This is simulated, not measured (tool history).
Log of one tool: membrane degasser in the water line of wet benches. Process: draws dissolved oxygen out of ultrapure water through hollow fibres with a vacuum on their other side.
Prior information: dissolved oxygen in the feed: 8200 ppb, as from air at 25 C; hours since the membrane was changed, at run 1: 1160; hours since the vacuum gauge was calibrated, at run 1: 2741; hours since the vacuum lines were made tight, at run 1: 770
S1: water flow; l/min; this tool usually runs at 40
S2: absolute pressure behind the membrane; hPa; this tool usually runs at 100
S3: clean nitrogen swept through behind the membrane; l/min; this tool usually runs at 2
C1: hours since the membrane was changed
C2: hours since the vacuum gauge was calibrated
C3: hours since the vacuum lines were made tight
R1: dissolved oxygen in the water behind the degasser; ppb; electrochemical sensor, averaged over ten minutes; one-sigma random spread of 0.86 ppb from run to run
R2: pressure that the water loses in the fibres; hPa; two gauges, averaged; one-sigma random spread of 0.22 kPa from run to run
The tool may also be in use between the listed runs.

run 1 hour=0 | S1=40 S2=100 S3=2 | C1=1160 C2=2741 C3=770 | R1=304.1 R2=548.3
run 2 hour=50.6 | S1=50 S2=100 S3=2 | C1=1210 C2=2792 C3=820 | R1=378.4 R2=680.3
run 3 hour=95.4 | S1=40 S2=76 S3=2 | C1=1255 C2=2837 C3=865 | R1=201.9 R2=542.8
run 4 hour=137.4 | S1=40 S2=76 S3=2 | C1=1297 C2=2879 C3=907 | R1=201.6 R2=542.8
run 5 hour=186.7 | S1=40 S2=76 S3=2 | C1=1346 C2=2928 C3=956 | R1=203.1 R2=543.4
run 6 hour=243.8 | S1=40 S2=76 S3=2 | C1=1403 C2=2985 C3=1013 | R1=202.7 R2=543.4
run 7 hour=303.1 | S1=40 S2=76 S3=2 | C1=1463 C2=3044 C3=1073 | R1=201.9 R2=540.1
run 8 hour=359.3 | S1=57 S2=100 S3=2 | C1=1519 C2=3101 C3=1129 | R1=431.7 R2=774.5
run 9 hour=435.3 | S1=57 S2=100 S3=2 | C1=1595 C2=3177 C3=1205 | R1=432.2 R2=774
run 10 hour=467.7 | S1=57 S2=100 S3=2 | C1=1627 C2=3209 C3=1237 | R1=432.6 R2=774.2
run 11 hour=524.7 | S1=40 S2=67 S3=2 | C1=1684 C2=3266 C3=1294 | R1=165 R2=547.3
run 12 hour=591.2 | S1=40 S2=67 S3=2 | C1=1751 C2=3332 C3=1361 | R1=165.4 R2=545
run 13 hour=668.5 | S1=40 S2=67 S3=2 | C1=1828 C2=3410 C3=1438 | R1=165 R2=546.2
run 14 hour=731.4 | S1=40 S2=100 S3=2 | C1=1891 C2=3473 C3=1501 | R1=304.9 R2=541.9
run 15 hour=771.1 | S1=40 S2=100 S3=2 | C1=1931 C2=3512 C3=1541 | R1=305.7 R2=541.9
-- hour=787.2 vacuum gauge calibrated
run 16 hour=803 | S1=40 S2=100 S3=2 | C1=1962 C2=16 C3=1572 | R1=302 R2=548.6
run 17 hour=836 | S1=40 S2=100 S3=2 | C1=1995 C2=49 C3=1605 | R1=302.3 R2=546.5
run 18 hour=881.1 | S1=36 S2=208 S3=2 | C1=2040 C2=94 C3=1650 | R1=666.6 R2=491.8
run 19 hour=920.2 | S1=40 S2=178 S3=0.99 | C1=2079 C2=133 C3=1689 | R1=1053.8 R2=543.9

Run 20 comes next. What will it give?
run 20 hour=954.3 | S1=40 S2=178 S3=0.99 | C1=2113 C2=167 C3=1723 | R1=? R2=?

{"run 20": {"R1": 1070, "R2": 546.3}}
With the hidden condition absent and the run-to-run variation left alone, this run would have shown R1 1068.7 ppb, R2 540.8 hPa.

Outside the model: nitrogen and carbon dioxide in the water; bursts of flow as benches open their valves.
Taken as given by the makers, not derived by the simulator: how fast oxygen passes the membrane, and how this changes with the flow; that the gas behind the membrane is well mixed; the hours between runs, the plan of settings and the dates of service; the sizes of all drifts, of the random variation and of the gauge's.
